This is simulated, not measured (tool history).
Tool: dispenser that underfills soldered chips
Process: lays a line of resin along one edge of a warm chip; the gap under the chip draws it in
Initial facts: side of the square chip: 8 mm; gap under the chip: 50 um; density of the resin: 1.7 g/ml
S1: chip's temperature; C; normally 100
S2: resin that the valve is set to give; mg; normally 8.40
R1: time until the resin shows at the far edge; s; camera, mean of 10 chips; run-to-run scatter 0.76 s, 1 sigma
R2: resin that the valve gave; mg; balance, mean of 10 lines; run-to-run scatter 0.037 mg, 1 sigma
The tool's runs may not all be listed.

run 1 hour=0.0 | S1=100 S2=8.40 | R1=81.4 R2=7.72
run 2 hour=11.6 | S1=100 S2=8.40 | R1=121.9 R2=7.66
-- hour=14.3 new syringe of resin
-- hour=18.3 dispensing valve cleaned and set on the balance
run 3 hour=19.9 | S1=100 S2=8.40 | R1=90.0 R2=8.34
-- hour=31.9 new syringe of resin
run 4 hour=34.0 | S1=100 S2=8.40 | R1=82.2 R2=8.39
run 5 hour=40.5 | S1=108 S2=8.40 | R1=72.3 R2=8.22
-- hour=48.8 new syringe of resin
run 6 hour=49.1 | S1=108 S2=8.40 | R1=55.9 R2=8.29
run 7 hour=60.2 | S1=108 S2=7.34 | R1=83.8 R2=7.22
-- hour=65.3 new syringe of resin
run 8 hour=72.2 | S1=108 S2=7.34 | R1=70.1 R2=7.10
-- hour=81.7 new syringe of resin
run 9 hour=85.5 | S1=108 S2=7.34 | R1=64.3 R2=7.11
run 10 hour=97.3 | S1=108 S2=7.34 | R1=95.7 R2=6.98
-- hour=98.8 new syringe of resin
run 11 hour=103.5 | S1=100 S2=10.55 | R1=89.7 R2=10.14
run 12 hour=114.1 | S1=100 S2=10.55 | R1=129.6 R2=10.03
-- hour=115.1 new syringe of resin
run 13 hour=120.7 | S1=100 S2=10.55 | R1=92.7 R2=10.02
run 14 hour=129.8 | S1=100 S2=10.55 | R1=126.7 R2=9.98
-- hour=132.0 new syringe of resin
run 15 hour=139.7 | S1=100 S2=9.35 | R1=100.2 R2=8.74
-- hour=148.3 new syringe of resin
run 16 hour=148.3 | S1=100 S2=9.35 | R1=77.2 R2=8.67
run 17 hour=162.7 | S1=100 S2=9.35 | R1=126.8 R2=8.61
-- hour=164.5 new syringe of resin
run 18 hour=171.8 | S1=89 S2=8.04 | R1=169.5 R2=7.39
-- hour=174.1 dispensing valve cleaned and set on the balance
run 19 hour=178.8 | S1=87 S2=7.40 | R1=226.2 R2=7.36
-- hour=182.5 new syringe of resin
run 20 hour=191.7 | S1=99 S2=9.61 | R1=106.8 R2=9.50
run 21 hour=198.0 | S1=90 S2=9.02 | R1=207.6 R2=8.93
-- hour=199.6 new syringe of resin
run 22 hour=211.6 | S1=109 S2=9.16 | R1=77.9 R2=8.91
-- hour=215.9 new syringe of resin
run 23 hour=222.5 | S1=103 S2=8.40 | R1=87.8 R2=8.06
-- hour=232.4 new syringe of resin
run 24 hour=233.4 | S1=93 S2=8.40 | R1=115.7 R2=8.13
run 25 hour=245.8 | S1=93 S2=8.40 | R1=177.8 R2=7.99
-- hour=249.2 new syringe of resin
run 26 hour=253.2 | S1=87 S2=8.40 | R1=164.6 R2=8.03
run 27 hour=261.0 | S1=87 S2=8.40 | R1=218.9 R2=7.91
-- hour=266.1 new syringe of resin
run 28 hour=275.7 | S1=87 S2=8.40 | R1=201.5 R2=7.93
-- hour=282.7 new syringe of resin
run 29 hour=284.3 | S1=87 S2=8.40 | R1=154.9 R2=7.89
run 30 hour=297.0 | S1=104 S2=7.53 | R1=117.6 R2=6.99
-- hour=298.8 new syringe of resin
run 31 hour=308.5 | S1=104 S2=7.53 | R1=95.2 R2=6.99
-- hour=314.9 new syringe of resin
run 32 hour=321.9 | S1=104 S2=7.53 | R1=90.9 R2=6.90
-- hour=330.9 dispensing valve cleaned and set on the balance
-- hour=332.4 new syringe of resin
run 33 hour=337.1 | S1=104 S2=7.53 | R1=80.3 R2=7.59
run 34 hour=343.9 | S1=98 S2=7.53 | R1=131.6 R2=7.56

Some steps in R1 between neighbouring runs. How much of each would the tool show without its hidden state too (settings, what came in, random variation), and how much is left for the hidden state, with any gauge scatter that isn't in both results?
Hidden state present: resin's viscosity, % of fresh resin's; dose that the valve gives, % of what is set; true chip temperature over the reading, C; drift of the gauge itself on fill_s, %; drift of the gauge itself on given_mg, %.
Run 19 -> 20: S1 87 -> 99, S2 7.40 -> 9.61, new syringe of resin. R1 -119.4 s: hidden state -62.2, all else -57.2.
Run 20 -> 21: S1 99 -> 90, S2 9.61 -> 9.02. R1 +100.8 s: hidden state +61.7, all else +39.1.
Run 21 -> 22: S1 90 -> 109, S2 9.02 -> 9.16, new syringe of resin. R1 -129.7 s: hidden state -67.0, all else -62.7.

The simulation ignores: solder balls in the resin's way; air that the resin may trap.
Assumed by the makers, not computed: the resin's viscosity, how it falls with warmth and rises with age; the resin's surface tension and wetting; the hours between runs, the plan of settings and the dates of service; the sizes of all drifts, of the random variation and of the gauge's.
